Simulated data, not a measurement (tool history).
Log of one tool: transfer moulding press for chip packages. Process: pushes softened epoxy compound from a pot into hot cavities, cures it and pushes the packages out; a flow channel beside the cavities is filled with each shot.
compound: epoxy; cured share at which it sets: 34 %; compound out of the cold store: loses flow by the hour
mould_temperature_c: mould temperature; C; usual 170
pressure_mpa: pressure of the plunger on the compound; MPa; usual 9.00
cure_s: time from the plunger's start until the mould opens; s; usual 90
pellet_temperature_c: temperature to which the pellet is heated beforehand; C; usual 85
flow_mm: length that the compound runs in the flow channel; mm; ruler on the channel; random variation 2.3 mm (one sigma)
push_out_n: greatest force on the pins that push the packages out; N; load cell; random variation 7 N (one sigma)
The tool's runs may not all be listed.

run,hour,mould_temperature_c,pressure_mpa,cure_s,pellet_temperature_c,incoming compound's hours out of the cold store,flow_mm,push_out_n
1,0.0,170,9.00,90,85,13.4,955,312
# hour 27.2: cavities cleaned with cleaning compound and waxed
# hour 59.4: plunger's sealing rings changed
2,70.7,170,9.00,82,85,29.4,887,359
# hour 82.8: cavities cleaned with cleaning compound and waxed
# hour 136.1: cavities cleaned with cleaning compound and waxed
3,151.2,170,9.00,90,90,21.3,919,292
# hour 191.3: cavities cleaned with cleaning compound and waxed
4,215.1,170,9.00,90,87,32.0,873,301
# hour 232.3: mould's thermocouples calibrated
# hour 250.8: cavities cleaned with cleaning compound and waxed
5,281.1,170,9.00,90,87,47.2,807,288
# hour 308.9: cavities cleaned with cleaning compound and waxed
6,342.8,170,9.00,90,87,12.0,957,317
# hour 362.7: cavities cleaned with cleaning compound and waxed
# hour 418.6: cavities cleaned with cleaning compound and waxed
7,418.7,170,9.00,90,87,15.9,939,305
# hour 473.8: cavities cleaned with cleaning compound and waxed
# hour 490.5: plunger's sealing rings changed
8,490.5,170,9.00,90,87,19.3,930,309
# hour 536.8: cavities cleaned with cleaning compound and waxed
9,561.1,170,9.00,90,87,31.0,881,270
# hour 595.5: cavities cleaned with cleaning compound and waxed
10,637.4,170,9.00,111,85,36.4,850,236
# hour 654.2: cavities cleaned with cleaning compound and waxed
# hour 708.3: cavities cleaned with cleaning compound and waxed
11,718.5,170,9.00,111,85,27.8,891,230
# hour 762.0: cavities cleaned with cleaning compound and waxed
12,792.3,170,9.00,90,85,35.1,862,280
# hour 814.9: cavities cleaned with cleaning compound and waxed
13,841.8,170,9.00,90,85,11.6,966,309
# hour 868.1: cavities cleaned with cleaning compound and waxed
# hour 918.6: plunger's sealing rings changed
14,920.6,168,7.42,90,85,29.2,812,341
# hour 929.8: cavities cleaned with cleaning compound and waxed
15,974.4,170,10.37,118,85,20.5,993,229
# hour 984.2: cavities cleaned with cleaning compound and waxed
# hour 1043.9: cavities cleaned with cleaning compound and waxed
16,1048.4,170,10.37,118,85,14.7,1019,232
17,1092.2,170,10.37,118,85,43.2,889,220
# hour 1099.0: cavities cleaned with cleaning compound and waxed
18,1148.5,176,7.22,82,89,22.3,790,265
# hour 1157.3: cavities cleaned with cleaning compound and waxed
# hour 1213.0: cavities cleaned with cleaning compound and waxed
19,1218.0,164,9.38,128,89,31.6,928,259
# hour 1269.4: cavities cleaned with cleaning compound and waxed
20,1271.5,165,9.38,123,77,18.3,985,268

Run 21 comes next. What will it give?
# hour 1326.0: cavities cleaned with cleaning compound and waxed
# hour 1348.4: plunger's sealing rings changed
21,1359.7,165,9.00,90,78,12.4,?,?

flow_mm: 996 mm
push_out_n: 471 N
Without the tool's hidden state the same run would have given flow_mm 996 mm, push_out_n 467 N.

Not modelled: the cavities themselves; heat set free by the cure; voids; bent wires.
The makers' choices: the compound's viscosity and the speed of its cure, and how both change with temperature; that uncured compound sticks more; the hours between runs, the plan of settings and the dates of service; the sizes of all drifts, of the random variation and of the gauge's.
